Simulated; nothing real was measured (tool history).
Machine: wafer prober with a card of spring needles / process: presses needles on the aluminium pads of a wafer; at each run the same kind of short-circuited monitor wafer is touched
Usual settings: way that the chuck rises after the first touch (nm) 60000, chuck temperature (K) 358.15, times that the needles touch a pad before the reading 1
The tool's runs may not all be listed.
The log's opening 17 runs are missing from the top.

run	hour	way that the chuck rises after the first touch (nm)	chuck temperature (K)	times that the needles touch a pad before the reading	touches since the tips were cleaned	cleanings since the card got new needles	touches since the first contact's height was set	resistance of one needle with its contact and lead (mohm)	way that a needle slides on the pad (nm)
# hour 239.6: tips cleaned on abrasive film
18	248.6	79000	363.15	1	2690	19	65211	172	18320
# hour 266.0: tips cleaned on abrasive film
19	268.0	69000	358.15	1	604	20	71014	172	16030
20	285.9	48000	361.15	2	5970	20	76380	183	11180
# hour 292.6: tips cleaned on abrasive film
21	297.5	50000	308.15	2	1475	21	79842	167	11640
22	308.6	44000	355.15	1	4805	21	83172	184	10270
# hour 318.4: tips cleaned on abrasive film
23	321.8	42000	302.15	1	1009	22	87093	171	9790
24	331.7	50000	370.15	1	3979	22	90063	180	11640
# hour 345.2: tips cleaned on abrasive film
25	352.1	80000	370.15	2	2059	23	96164	170	18650
# hour 368.3: height of the first contact set anew
# hour 373.2: tips cleaned on abrasive film
26	373.4	80000	370.15	2	39	24	1500	171	18680
27	384.9	61000	308.15	3	3489	24	4950	164	14260
28	396.1	61000	308.15	3	6865	24	8326	161	14250
# hour 399.6: tips cleaned on abrasive film
29	413.7	60000	358.15	1	4234	25	13594	174	14030
# hour 427.4: tips cleaned on abrasive film
30	436.0	60000	300.15	2	2597	26	20258	165	14060
31	452.7	57000	319.15	2	7592	26	25253	166	13360
# hour 454.1: tips cleaned on abrasive film
32	472.2	49000	378.15	1	5439	27	31077	186	11520
# hour 480.0: tips cleaned on abrasive film
33	484.2	49000	318.15	1	1253	28	34645	168	11500

Branching from run 33: 3 alternative next runs. What would each branch give?
A	494.5	74000	301.15	2	4349	28	37741	?	?
B	494.5	65000	333.15	3	4349	28	37741	?	?
C	494.5	74000	358.15	1	4349	28	37741	?	?

run	resistance of one needle with its contact and lead (mohm)	way that a needle slides on the pad (nm)
A	158	17380
B	169	15280
C	169	17400
Had the tool no hidden state, the same runs would have come out as:
run	resistance of one needle with its contact and lead (mohm)	way that a needle slides on the pad (nm)
A	158	16980
B	169	14930
C	168	17000

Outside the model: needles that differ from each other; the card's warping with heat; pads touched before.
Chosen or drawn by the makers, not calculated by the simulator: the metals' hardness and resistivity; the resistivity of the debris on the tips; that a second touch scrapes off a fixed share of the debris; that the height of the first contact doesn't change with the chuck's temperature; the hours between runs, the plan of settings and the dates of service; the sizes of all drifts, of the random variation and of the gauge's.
